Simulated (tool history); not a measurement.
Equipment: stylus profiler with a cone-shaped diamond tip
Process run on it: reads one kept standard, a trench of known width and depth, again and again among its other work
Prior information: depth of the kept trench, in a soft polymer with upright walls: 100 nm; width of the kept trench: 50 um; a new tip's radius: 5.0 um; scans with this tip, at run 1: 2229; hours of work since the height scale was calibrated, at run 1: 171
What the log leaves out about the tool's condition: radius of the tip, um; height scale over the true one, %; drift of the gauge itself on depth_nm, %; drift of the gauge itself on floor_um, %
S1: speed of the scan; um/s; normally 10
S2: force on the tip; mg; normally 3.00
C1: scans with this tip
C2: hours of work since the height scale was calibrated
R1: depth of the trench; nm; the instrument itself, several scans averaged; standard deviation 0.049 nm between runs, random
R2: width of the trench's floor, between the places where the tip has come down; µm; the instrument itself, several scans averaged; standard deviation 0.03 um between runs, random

{"run": 1, "day": 0.0, "S1": 10, "S2": 3.0, "C1": 2229, "C2": 171, "R1": 100.75, "R2": 48.01}
{"run": 2, "day": 0.725, "S1": 10, "S2": 3.0, "C1": 2324, "C2": 178, "R1": 100.78, "R2": 47.97}
{"run": 3, "day": 1.417, "S1": 10, "S2": 3.0, "C1": 2416, "C2": 185, "R1": 100.74, "R2": 48.0}
{"run": 4, "day": 2.121, "S1": 10, "S2": 3.0, "C1": 2509, "C2": 192, "R1": 100.79, "R2": 48.04}
{"run": 5, "day": 2.779, "S1": 10, "S2": 3.0, "C1": 2596, "C2": 199, "R1": 100.75, "R2": 47.98}
{"run": 6, "day": 3.158, "S1": 10, "S2": 1.02, "C1": 2646, "C2": 203, "R1": 100.33, "R2": 47.92}
{"run": 7, "day": 3.592, "S1": 10, "S2": 1.02, "C1": 2703, "C2": 207, "R1": 100.34, "R2": 47.94}
{"run": 8, "day": 3.971, "S1": 10, "S2": 2.77, "C1": 2752, "C2": 211, "R1": 100.79, "R2": 47.94}
{"run": 9, "day": 4.296, "S1": 2, "S2": 3.0, "C1": 2795, "C2": 214, "R1": 100.84, "R2": 48.01}
{"run": 10, "day": 4.892, "S1": 2, "S2": 3.0, "C1": 2874, "C2": 220, "R1": 100.72, "R2": 47.98}
{"run": 11, "day": 5.454, "S1": 15, "S2": 6.33, "C1": 2948, "C2": 226, "R1": 101.28, "R2": 47.98}
{"run": 12, "day": 5.942, "S1": 10, "S2": 4.89, "C1": 3012, "C2": 231, "R1": 101.1, "R2": 47.98}
{"run": 13, "day": 6.392, "S1": 5, "S2": 6.97, "C1": 3072, "C2": 236, "R1": 101.43, "R2": 47.99}
{"run": 14, "day": 6.821, "S1": 5, "S2": 6.97, "C1": 3128, "C2": 240, "R1": 101.47, "R2": 47.93}
{"run": 15, "day": 7.508, "S1": 6, "S2": 6.97, "C1": 3219, "C2": 247, "R1": 101.43, "R2": 48.01}
{"run": 16, "day": 7.921, "S1": 6, "S2": 6.97, "C1": 3273, "C2": 251, "R1": 101.39, "R2": 48.03}
{"run": 17, "day": 8.417, "S1": 2, "S2": 1.27, "C1": 3338, "C2": 256, "R1": 100.48, "R2": 47.98}
{"run": 18, "day": 9.129, "S1": 5, "S2": 8.95, "C1": 3432, "C2": 263, "R1": 101.68, "R2": 48.01}
{"run": 19, "day": 9.533, "S1": 5, "S2": 1.07, "C1": 3486, "C2": 267, "R1": 100.37, "R2": 47.93}

Below are 4 alternative next runs, each starting from the tool's condition after run 19. Predict each:
{"run": "A", "day": 10.279, "S1": 3, "S2": 3.0, "C1": 3584, "C2": 275, "R1": "?", "R2": "?"}
{"run": "B", "day": 10.279, "S1": 12, "S2": 1.36, "C1": 3584, "C2": 275, "R1": "?", "R2": "?"}
{"run": "C", "day": 10.279, "S1": 22, "S2": 5.31, "C1": 3584, "C2": 275, "R1": "?", "R2": "?"}
{"run": "D", "day": 10.279, "S1": 34, "S2": 1.07, "C1": 3584, "C2": 275, "R1": "?", "R2": "?"}

run=A R1=100.77 R2=47.97
run=B R1=100.53 R2=47.96
run=C R1=101.15 R2=47.85
run=D R1=100.42 R2=47.79
Without the tool's unlogged condition, the same runs would have read:
run=A R1=100.77 R2=47.97
run=B R1=100.53 R2=47.96
run=C R1=101.16 R2=47.85
run=D R1=100.42 R2=47.79

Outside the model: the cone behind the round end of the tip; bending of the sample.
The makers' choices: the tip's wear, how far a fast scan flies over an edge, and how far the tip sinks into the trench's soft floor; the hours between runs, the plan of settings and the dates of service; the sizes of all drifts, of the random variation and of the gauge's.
